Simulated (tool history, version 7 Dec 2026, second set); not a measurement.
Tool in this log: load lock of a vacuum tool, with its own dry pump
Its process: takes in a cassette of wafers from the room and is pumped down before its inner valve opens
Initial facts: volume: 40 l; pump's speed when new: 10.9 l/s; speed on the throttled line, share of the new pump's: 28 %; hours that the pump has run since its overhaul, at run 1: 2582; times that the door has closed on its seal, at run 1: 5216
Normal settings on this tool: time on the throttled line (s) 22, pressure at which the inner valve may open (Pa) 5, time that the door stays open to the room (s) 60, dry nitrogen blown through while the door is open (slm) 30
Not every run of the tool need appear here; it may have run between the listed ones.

run,hour,time on the throttled line (s),pressure at which the inner valve may open (Pa),time that the door stays open to the room (s),dry nitrogen blown through while the door is open (slm),hours that the pump has run since its overhaul,times that the door has closed on its seal,"incoming humidity of the room's air, %",time from the closed door until the inner valve may open (s),rise of the pressure with all valves shut (Pa/min)
1,0,22,5,60,30,2582,5216,42,54,0.035
2,170.8,22,4,60,30,2753,5464,46.5,55.2,0.036
3,353,22,4,60,30,2935,5728,43.2,56,0.039
4,440.8,22,4,60,30,3023,5855,45.7,55.4,0.044
5,539.4,15,5,60,30,3122,5998,47.6,49,0.04
6,635.2,15,5,60,30,3218,6137,44.8,49,0.042
7,803.4,41,5,60,30,3386,6381,43.9,67.5,0.042
8,938.7,41,5,60,30,3521,6577,46.8,67.9,0.047
9,1097.5,41,6,60,30,3680,6807,45.5,66.7,0.04
10,1231.5,22,5,60,30,3814,7001,42.1,55.6,0.045
11,1388.3,22,5,60,30,3971,7228,41.6,54.9,0.047
12,1550.1,22,5,113,30,4133,7463,43.8,54.8,0.052
13,1706.4,22,5,113,30,4289,7690,46.5,54.9,0.059
14,1820.7,22,7,60,30,4403,7855,44.4,54.1,0.05
15,1995.1,22,5,82,30,4577,8108,47.3,55.1,0.05
16,2082.7,22,5,82,30,4665,8235,45.3,55.1,0.05
17,2163.2,22,5,35,30,4746,8352,44.1,55.1,0.045
18,2299.7,22,5,60,30,4882,8549,42.6,54.5,0.052
19,2483.7,16,10,185,26,5066,8816,48.3,47.4,0.079
20,2650.3,16,10,185,26,5233,9058,45,47.8,0.066
21,2783.2,16,5,30,26,5366,9250,42.5,51.8,0.054
22,2882.7,16,4,30,22,5465,9395,44.7,51.7,0.056
23,3006,22,5,60,7,5588,9573,44.7,55.6,0.083
24,3089.9,13,9,67,30,5672,9695,42.9,46.6,0.063
25,3256.7,22,5,196,30,5839,9937,46.8,56,0.07
26,3341.3,18,5,164,30,5924,10059,44.8,52.9,0.074
27,3501.9,12,8,60,30,6084,10292,45.8,46.6,0.062
28,3680.4,30,8,48,30,6263,10551,42.3,59,0.064
29,3868.2,22,5,60,11,6451,10823,48.7,55.7,0.077
30,4015.1,33,5,60,30,6598,11036,46.6,63.2,0.063
31,4092,21,7,240,30,6674,11148,43.3,53.1,0.081
32,4208.7,28,5,60,19,6791,11317,45,60.1,0.072
33,4295.5,28,5,60,19,6878,11442,47.7,60.2,0.073
34,4461.8,28,5,60,19,7044,11684,46.7,60.6,0.072
35,4557.3,28,5,73,19,7140,11822,45.1,59.9,0.083
36,4648.3,28,5,73,19,7231,11954,46.1,59.7,0.082

Alternative continuations, all from the tool just after run 36; predict every row:
A,4781.2,28,6,52,11,7364,12147,42.6,?,?
B,4781.2,16,5,71,30,7364,12147,45.5,?,?
C,4781.2,24,5,73,12,7364,12147,46.1,?,?
D,4781.2,28,6,60,30,7364,12147,47.7,?,?
E,4781.2,12,5,73,5,7364,12147,46.7,?,?

run,time from the closed door until the inner valve may open (s),rise of the pressure with all valves shut (Pa/min)
A,59.6,0.087
B,52.2,0.072
C,57.3,0.086
D,59.3,0.073
E,49.3,0.102
Take away the tool's hidden state, keep each run's random variation, and the runs would have read:
run,time from the closed door until the inner valve may open (s),rise of the pressure with all valves shut (Pa/min)
A,56.5,0.032
B,48.7,0.017
C,54,0.031
D,56.2,0.018
E,45.6,0.046

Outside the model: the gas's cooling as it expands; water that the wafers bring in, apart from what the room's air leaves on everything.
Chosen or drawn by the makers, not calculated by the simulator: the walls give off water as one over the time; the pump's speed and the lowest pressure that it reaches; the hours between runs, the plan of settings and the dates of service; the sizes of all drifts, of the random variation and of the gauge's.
